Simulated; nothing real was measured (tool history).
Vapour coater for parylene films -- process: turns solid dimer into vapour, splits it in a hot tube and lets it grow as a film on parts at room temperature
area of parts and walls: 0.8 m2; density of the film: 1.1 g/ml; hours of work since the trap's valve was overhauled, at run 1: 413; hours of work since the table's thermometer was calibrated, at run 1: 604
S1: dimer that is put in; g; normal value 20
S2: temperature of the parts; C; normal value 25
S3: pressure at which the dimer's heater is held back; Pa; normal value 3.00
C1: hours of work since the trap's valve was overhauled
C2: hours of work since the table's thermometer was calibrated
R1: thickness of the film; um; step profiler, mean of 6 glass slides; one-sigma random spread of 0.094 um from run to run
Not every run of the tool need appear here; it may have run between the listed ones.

| run | hour | S1 | S2 | S3 | C1 | C2 | R1 |
|---|---|---|---|---|---|---|---|
| 1 | 0.0 | 20 | 25 | 3.00 | 413 | 604 | 10.37 |
| 2 | 20.8 | 20 | 25 | 3.00 | 429 | 619 | 10.38 |
| 3 | 41.6 | 20 | 25 | 4.98 | 444 | 634 | 9.51 |
| 4 | 62.0 | 20 | 25 | 4.98 | 459 | 649 | 9.48 |
| 5 | 76.1 | 20 | 25 | 5.10 | 469 | 659 | 9.44 |
| 6 | 90.5 | 20 | 25 | 5.10 | 480 | 670 | 9.27 |
| 7 | 108.2 | 20 | 25 | 5.10 | 493 | 683 | 9.33 |
| 8 | 121.4 | 20 | 25 | 3.00 | 502 | 693 | 10.15 |
|  | 127.4 | trap's valve overhauled |
| 9 | 142.0 | 20 | 25 | 3.00 | 11 | 705 | 11.05 |
| 10 | 161.4 | 20 | 25 | 3.00 | 25 | 719 | 11.02 |
| 11 | 170.0 | 20 | 25 | 3.00 | 31 | 725 | 11.14 |
| 12 | 183.5 | 20 | 25 | 8.46 | 41 | 735 | 9.25 |
| 13 | 198.2 | 20 | 25 | 8.46 | 52 | 746 | 9.19 |
| 14 | 216.3 | 20 | 25 | 8.46 | 65 | 759 | 9.18 |
| 15 | 233.5 | 20 | 25 | 8.46 | 78 | 772 | 9.29 |
| 16 | 246.6 | 20 | 25 | 8.46 | 88 | 782 | 9.31 |
| 17 | 259.1 | 20 | 25 | 8.46 | 97 | 791 | 9.21 |
| 18 | 273.5 | 20 | 28 | 3.00 | 107 | 801 | 9.65 |
| 19 | 291.6 | 20 | 25 | 3.00 | 121 | 815 | 11.04 |
| 20 | 310.0 | 20 | 25 | 3.00 | 134 | 828 | 11.07 |
| 21 | 322.7 | 20 | 25 | 3.67 | 143 | 837 | 10.70 |
| 22 | 342.8 | 20 | 25 | 3.67 | 158 | 852 | 10.46 |
| 23 | 356.3 | 20 | 25 | 3.67 | 168 | 862 | 10.44 |
| 24 | 371.2 | 20 | 25 | 3.67 | 179 | 873 | 10.46 |
| 25 | 381.2 | 20 | 20 | 2.78 | 186 | 880 | 13.99 |
| 26 | 395.8 | 20 | 37 | 3.00 | 197 | 891 | 6.19 |
| 27 | 404.8 | 22 | 32 | 3.00 | 204 | 898 | 8.61 |
| 28 | 424.6 | 20 | 30 | 3.00 | 218 | 912 | 8.49 |
| 29 | 439.3 | 20 | 30 | 3.00 | 229 | 923 | 8.50 |
| 30 | 452.0 | 20 | 30 | 3.00 | 238 | 932 | 8.59 |
| 31 | 468.9 | 20 | 30 | 3.00 | 251 | 945 | 8.47 |
| 32 | 487.6 | 20 | 30 | 3.00 | 264 | 959 | 8.50 |
| 33 | 496.8 | 23 | 34 | 4.43 | 271 | 965 | 7.59 |
| 34 | 506.2 | 24 | 21 | 5.80 | 278 | 972 | 13.81 |
| 35 | 518.9 | 24 | 21 | 5.80 | 287 | 981 | 13.65 |
| 36 | 536.0 | 13 | 23 | 2.98 | 300 | 994 | 7.66 |
| 37 | 553.9 | 13 | 23 | 2.98 | 313 | 1007 | 7.54 |
| 38 | 571.7 | 10 | 25 | 5.67 | 326 | 1020 | 4.74 |
| 39 | 587.7 | 10 | 25 | 5.67 | 338 | 1032 | 4.68 |
| 40 | 607.1 | 13 | 25 | 5.67 | 352 | 1046 | 6.09 |
| 41 | 626.2 | 16 | 32 | 4.47 | 366 | 1060 | 5.69 |

Predict the results of run 42:
| 42 | 643.6 | 33 | 28 | 7.08 | 379 | 1073 | ? |

R1: 12.88 um
The same run, on a tool lacking any hidden state, would have yielded R1 14.12 um.

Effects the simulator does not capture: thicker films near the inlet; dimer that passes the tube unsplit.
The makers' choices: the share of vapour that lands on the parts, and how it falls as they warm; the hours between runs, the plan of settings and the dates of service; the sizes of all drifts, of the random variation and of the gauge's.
